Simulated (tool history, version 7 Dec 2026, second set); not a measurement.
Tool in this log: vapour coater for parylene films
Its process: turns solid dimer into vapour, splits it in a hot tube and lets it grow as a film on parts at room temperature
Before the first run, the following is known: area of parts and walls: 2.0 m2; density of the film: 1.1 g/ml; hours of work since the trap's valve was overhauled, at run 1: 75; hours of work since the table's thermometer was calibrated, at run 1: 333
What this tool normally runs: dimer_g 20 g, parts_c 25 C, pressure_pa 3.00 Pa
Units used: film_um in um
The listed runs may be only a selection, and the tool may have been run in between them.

| run | hour | dimer_g | parts_c | pressure_pa | hours of work since the trap's valve was overhauled | hours of work since the table's thermometer was calibrated | film_um |
|---|---|---|---|---|---|---|---|
| 1 | 0.0 | 20 | 25 | 3.00 | 75 | 333 | 6.97 |
| 2 | 35.3 | 20 | 25 | 3.00 | 98 | 355 | 7.03 |
| 3 | 81.3 | 20 | 25 | 3.00 | 127 | 385 | 6.86 |
| 4 | 105.6 | 20 | 25 | 3.00 | 142 | 400 | 6.92 |
|  | 109.5 | table's thermometer calibrated |
| 5 | 129.7 | 20 | 25 | 3.00 | 157 | 13 | 6.71 |
| 6 | 184.9 | 20 | 25 | 6.31 | 192 | 48 | 5.63 |
| 7 | 229.5 | 16 | 21 | 6.31 | 220 | 76 | 5.40 |
| 8 | 254.2 | 20 | 27 | 3.00 | 235 | 92 | 6.05 |
| 9 | 302.6 | 30 | 17 | 3.14 | 266 | 122 | 12.83 |
|  | 314.7 | table's thermometer calibrated, once more |
| 10 | 357.6 | 30 | 35 | 4.82 | 300 | 27 | 5.87 |
|  | 391.0 | trap's valve overhauled |
| 11 | 407.8 | 16 | 35 | 2.39 | 11 | 56 | 3.77 |
| 12 | 432.0 | 10 | 24 | 3.00 | 26 | 72 | 3.77 |

Each row is a separate what-if for the run after 12, all from the same tool condition, not one after another. Results?
| A | 486.2 | 26 | 33 | 6.96 | 60 | 106 | ? |
| B | 486.2 | 32 | 27 | 2.32 | 60 | 106 | ? |
| C | 486.2 | 10 | 24 | 2.82 | 60 | 106 | ? |
| D | 486.2 | 16 | 18 | 3.02 | 60 | 106 | ? |
| E | 486.2 | 10 | 18 | 3.00 | 60 | 106 | ? |

| run | film_um |
|---|---|
| A | 5.17 |
| B | 11.08 |
| C | 3.76 |
| D | 7.04 |
| E | 4.38 |
Without the tool's hidden state the same runs would have given:
| run | film_um |
|---|---|
| A | 5.30 |
| B | 11.35 |
| C | 3.86 |
| D | 7.16 |
| E | 4.45 |
